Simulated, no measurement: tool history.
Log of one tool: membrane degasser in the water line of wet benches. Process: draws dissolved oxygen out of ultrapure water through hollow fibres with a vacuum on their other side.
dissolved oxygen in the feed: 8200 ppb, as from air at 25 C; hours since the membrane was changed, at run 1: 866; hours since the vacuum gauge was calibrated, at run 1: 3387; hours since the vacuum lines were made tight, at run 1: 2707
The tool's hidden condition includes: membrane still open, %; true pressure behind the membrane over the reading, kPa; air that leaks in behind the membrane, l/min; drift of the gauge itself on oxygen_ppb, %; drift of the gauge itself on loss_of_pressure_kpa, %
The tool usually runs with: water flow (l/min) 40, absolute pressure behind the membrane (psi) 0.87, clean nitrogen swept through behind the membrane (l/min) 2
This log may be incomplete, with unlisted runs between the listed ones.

run	day	water flow (l/min)	absolute pressure behind the membrane (psi)	clean nitrogen swept through behind the membrane (l/min)	hours since the membrane was changed	hours since the vacuum gauge was calibrated	hours since the vacuum lines were made tight	dissolved oxygen in the water behind the degasser (ppb)	pressure that the water loses in the fibres (psi)
1	0	40	0.87	2	866	3387	2707	149	4.749
2	1.942	40	0.87	2	913	3433	2754	149.8	4.689
3	2.942	40	0.87	2	937	3457	2778	148.7	4.714
4	5.2	40	0.87	1.12	991	3511	2832	226.2	4.746
5	6.883	40	0.683	2	1031	3552	2872	92.9	4.706
6	8.696	25	1.394	5.01	1075	3595	2916	79.5	2.934
7	10.533	40	1.243	4.32	1119	3639	2960	144.2	4.76
8	11.983	40	1.243	4.32	1154	3674	2995	142.4	4.692
9	13.533	59	0.87	3.89	1191	3711	3032	200.1	6.959
10	15.358	24	0.87	2.42	1235	3755	3076	67	2.831

What if the next run were any one of these 3? Each begins from the tool's condition after run 10:
A	16.383	24	1.329	1.97	1259	3780	3100	?	?
B	16.383	37	1.217	2.42	1259	3780	3100	?	?
C	16.383	25	0.87	1.75	1259	3780	3100	?	?

run	dissolved oxygen in the water behind the degasser (ppb)	pressure that the water loses in the fibres (psi)
A	169.6	2.824
B	196.2	4.355
C	95.5	2.94
The same runs, with their run-to-run variation unchanged, on a tool lacking any hidden condition would have given:
run	dissolved oxygen in the water behind the degasser (ppb)	pressure that the water loses in the fibres (psi)
A	169.4	2.824
B	196	4.354
C	95.4	2.94

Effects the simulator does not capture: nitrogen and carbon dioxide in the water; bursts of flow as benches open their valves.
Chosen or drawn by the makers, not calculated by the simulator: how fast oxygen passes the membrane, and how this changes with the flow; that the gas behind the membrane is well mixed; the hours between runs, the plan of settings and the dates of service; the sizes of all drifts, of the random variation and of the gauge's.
